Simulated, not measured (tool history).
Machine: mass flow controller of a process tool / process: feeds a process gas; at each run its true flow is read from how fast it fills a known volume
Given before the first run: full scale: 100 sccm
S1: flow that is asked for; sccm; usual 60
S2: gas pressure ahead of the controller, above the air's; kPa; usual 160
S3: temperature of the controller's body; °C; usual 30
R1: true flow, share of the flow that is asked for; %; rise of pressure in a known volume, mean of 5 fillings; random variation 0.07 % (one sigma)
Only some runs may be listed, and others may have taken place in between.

run 1 day=0 | S1=60 S2=160 S3=30 | R1=99.05
run 2 day=3.729 | S1=60 S2=160 S3=27 | R1=99.22
run 3 day=6.967 | S1=60 S2=160 S3=27 | R1=99.27
run 4 day=10.333 | S1=60 S2=160 S3=27 | R1=99.14
run 5 day=12.842 | S1=60 S2=160 S3=30 | R1=98.86
run 6 day=17.262 | S1=60 S2=160 S3=30 | R1=99
run 7 day=20.2 | S1=63 S2=160 S3=24 | R1=99.38
run 8 day=24.538 | S1=83 S2=144 S3=30 | R1=99.47
run 9 day=27.129 | S1=83 S2=144 S3=23 | R1=99.98
run 10 day=29.525 | S1=53 S2=247 S3=32 | R1=98.75

Alternative continuations, all from the tool just after run 10; predict every row:
run A day=31.571 | S1=33 S2=160 S3=30 | R1=?
run B day=31.571 | S1=13 S2=160 S3=38 | R1=?
run C day=31.571 | S1=80 S2=198 S3=21 | R1=?

run=A R1=98.4
run=B R1=97.49
run=C R1=99.81
Without the tool's hidden state the same runs would have given:
run=A R1=98.4
run=B R1=97.5
run=C R1=99.81
